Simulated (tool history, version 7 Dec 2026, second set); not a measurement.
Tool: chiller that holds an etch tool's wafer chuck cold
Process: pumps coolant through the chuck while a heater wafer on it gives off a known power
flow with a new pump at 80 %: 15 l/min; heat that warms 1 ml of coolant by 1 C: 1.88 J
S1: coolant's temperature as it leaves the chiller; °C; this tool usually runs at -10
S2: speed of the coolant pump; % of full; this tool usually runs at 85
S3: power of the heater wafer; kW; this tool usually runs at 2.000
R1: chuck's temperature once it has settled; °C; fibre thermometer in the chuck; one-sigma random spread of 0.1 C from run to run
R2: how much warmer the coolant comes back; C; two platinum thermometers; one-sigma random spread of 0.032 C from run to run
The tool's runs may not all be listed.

Run 1, hour 0.0: usual settings. Result: R1 3.7 °C, R2 3.94 C.
Run 2, hour 51.5: usual settings. Result: R1 3.7 °C, R2 3.96 C.
Run 3, hour 103.6: usual settings. Result: R1 3.6 °C, R2 3.99 C.
Run 4, hour 152.1: usual settings. Result: R1 3.8 °C, R2 4.00 C.
Run 5, hour 204.7: usual settings but S3 1.562 kW. Result: R1 0.7 °C, R2 3.12 C.
Run 6, hour 246.2: usual settings but S3 1.562 kW. Result: R1 0.7 °C, R2 3.09 C.
Run 7, hour 274.9: usual settings but S3 1.562 kW. Result: R1 0.9 °C, R2 3.11 C.
Run 8, hour 329.5: usual settings but S3 1.562 kW. Result: R1 0.8 °C, R2 3.12 C.
Run 9, hour 377.3: usual settings but S3 1.562 kW. Result: R1 0.8 °C, R2 3.13 C.
Run 10, hour 405.1: usual settings but S3 1.562 kW. Result: R1 0.8 °C, R2 3.10 C.
Run 11, hour 444.0: usual settings but S3 1.562 kW. Result: R1 0.7 °C, R2 3.08 C.
Run 12, hour 472.7: usual settings but S3 1.562 kW. Result: R1 0.9 °C, R2 3.09 C.
Run 13, hour 522.2: usual settings but S3 1.562 kW. Result: R1 0.6 °C, R2 3.08 C.
Run 14, hour 574.4: usual settings but S3 1.562 kW. Result: R1 0.6 °C, R2 3.02 C.
Run 15, hour 626.1: usual settings but S3 1.562 kW. Result: R1 0.7 °C, R2 3.12 C.
Run 16, hour 662.0: usual settings but S3 1.562 kW. Result: R1 0.8 °C, R2 3.10 C.
Run 17, hour 709.2: usual settings but S3 1.562 kW. Result: R1 0.8 °C, R2 3.11 C.
Run 18, hour 747.1: usual settings but S1 -6 °C, S2 72 % of full, S3 2.698 kW. Result: R1 15.8 °C, R2 6.52 C.
Run 19, hour 782.0: usual settings but S1 -20 °C, S3 1.239 kW. Result: R1 -11.5 °C, R2 2.49 C.
Run 20, hour 826.4: usual settings but S1 -20 °C, S3 1.239 kW. Result: R1 -11.6 °C, R2 2.41 C.
Run 21, hour 868.8: usual settings but S1 -20 °C, S3 1.239 kW. Result: R1 -11.6 °C, R2 2.47 C.
Run 22, hour 910.6: usual settings but S1 -20 °C, S3 1.239 kW. Result: R1 -11.4 °C, R2 2.42 C.
Run 23, hour 940.5: usual settings but S1 -16 °C, S2 76 % of full, S3 1.639 kW. Result: R1 -3.4 °C, R2 3.75 C.
At hour 954.7: chiller's thermometer calibrated.
Run 24, hour 989.4: usual settings but S1 -16 °C, S2 76 % of full, S3 2.318 kW. Result: R1 1.6 °C, R2 5.19 C.
Run 25, hour 1031.4: usual settings but S1 -19 °C, S2 67 % of full, S3 2.058 kW. Result: R1 -1.2 °C, R2 5.43 C.
Run 26, hour 1060.2: usual settings but S1 -19 °C, S2 67 % of full, S3 1.958 kW. Result: R1 -2.1 °C, R2 5.11 C.
Run 27, hour 1087.7: usual settings but S1 0 °C, S2 67 % of full, S3 1.487 kW. Result: R1 12.8 °C, R2 3.78 C.
Run 28, hour 1124.3: usual settings but S1 -1 °C, S2 65 % of full, S3 1.513 kW. Result: R1 12.5 °C, R2 4.08 C.
Run 29, hour 1157.0: usual settings but S1 -8 °C, S2 65 % of full, S3 2.019 kW. Result: R1 9.7 °C, R2 5.48 C.
Run 30, hour 1186.5: usual settings but S1 -8 °C, S2 98 % of full, S3 1.215 kW. Result: R1 -0.8 °C, R2 2.08 C.
Run 31, hour 1229.4: usual settings but S1 -4 °C, S2 98 % of full, S3 2.604 kW. Result: R1 11.5 °C, R2 4.41 C.

Forecast each of these 4 alternatives for the next run:
Run A, hour 1265.1: usual settings but S1 -19 °C, S2 95 % of full, S3 2.118 kW. Result: R1 ?, R2 ?.
Run B, hour 1265.1: usual settings but S1 -18 °C. Result: R1 ?, R2 ?.
Run C, hour 1265.1: usual settings but S1 -15 °C, S2 98 % of full, S3 2.604 kW. Result: R1 ?, R2 ?.
Run D, hour 1265.1: usual settings but S1 -5 °C, S2 77 % of full, S3 2.417 kW. Result: R1 ?, R2 ?.

run    R1    R2
  A  -5.9  3.71
  B  -4.2  3.99
  C   0.5  4.40
  D  13.4  5.35
Without the tool's hidden state the same runs would have given:
run    R1    R2
  A  -5.9  3.71
  B  -4.2  3.99
  C   0.5  4.40
  D  13.4  5.35
